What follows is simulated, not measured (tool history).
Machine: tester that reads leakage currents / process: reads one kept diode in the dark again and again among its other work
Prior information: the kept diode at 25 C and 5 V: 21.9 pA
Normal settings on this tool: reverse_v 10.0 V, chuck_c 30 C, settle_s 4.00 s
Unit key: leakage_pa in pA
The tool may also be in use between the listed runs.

run 1 hour=0.0 | reverse_v=10.0 chuck_c=30 settle_s=4.00 | leakage_pa=51.51
run 2 hour=28.9 | reverse_v=10.0 chuck_c=38 settle_s=4.00 | leakage_pa=83.94
run 3 hour=45.3 | reverse_v=18.9 chuck_c=30 settle_s=4.00 | leakage_pa=72.83
run 4 hour=62.3 | reverse_v=18.9 chuck_c=30 settle_s=4.00 | leakage_pa=72.49
run 5 hour=94.9 | reverse_v=10.0 chuck_c=30 settle_s=4.00 | leakage_pa=51.33
run 6 hour=124.1 | reverse_v=10.0 chuck_c=30 settle_s=4.00 | leakage_pa=51.58
run 7 hour=156.4 | reverse_v=10.0 chuck_c=22 settle_s=4.00 | leakage_pa=32.59
run 8 hour=191.2 | reverse_v=10.0 chuck_c=30 settle_s=4.00 | leakage_pa=51.73
run 9 hour=208.3 | reverse_v=10.0 chuck_c=30 settle_s=4.00 | leakage_pa=51.79
run 10 hour=238.3 | reverse_v=10.0 chuck_c=30 settle_s=4.00 | leakage_pa=51.97
run 11 hour=262.0 | reverse_v=10.0 chuck_c=44 settle_s=4.00 | leakage_pa=124.11
run 12 hour=283.9 | reverse_v=10.0 chuck_c=44 settle_s=4.00 | leakage_pa=123.58
run 13 hour=316.5 | reverse_v=10.0 chuck_c=30 settle_s=4.00 | leakage_pa=52.21
run 14 hour=332.7 | reverse_v=10.0 chuck_c=30 settle_s=4.00 | leakage_pa=52.47
run 15 hour=356.8 | reverse_v=10.0 chuck_c=30 settle_s=1.88 | leakage_pa=52.56
run 16 hour=393.3 | reverse_v=15.3 chuck_c=30 settle_s=4.00 | leakage_pa=66.34
run 17 hour=428.2 | reverse_v=15.3 chuck_c=30 settle_s=4.00 | leakage_pa=66.09
run 18 hour=460.1 | reverse_v=10.0 chuck_c=30 settle_s=4.00 | leakage_pa=52.60
run 19 hour=476.1 | reverse_v=10.0 chuck_c=30 settle_s=4.00 | leakage_pa=52.78
run 20 hour=512.5 | reverse_v=2.6 chuck_c=30 settle_s=4.00 | leakage_pa=26.90
run 21 hour=543.7 | reverse_v=2.6 chuck_c=30 settle_s=4.00 | leakage_pa=27.19

What will run 22 give?
run 22 hour=566.3 | reverse_v=15.8 chuck_c=55 settle_s=4.00 | leakage_pa=?

{"run 22": {"leakage_pa": 298.56}}
With no hidden state in the tool, this same run would have given leakage_pa 289.53 pA.

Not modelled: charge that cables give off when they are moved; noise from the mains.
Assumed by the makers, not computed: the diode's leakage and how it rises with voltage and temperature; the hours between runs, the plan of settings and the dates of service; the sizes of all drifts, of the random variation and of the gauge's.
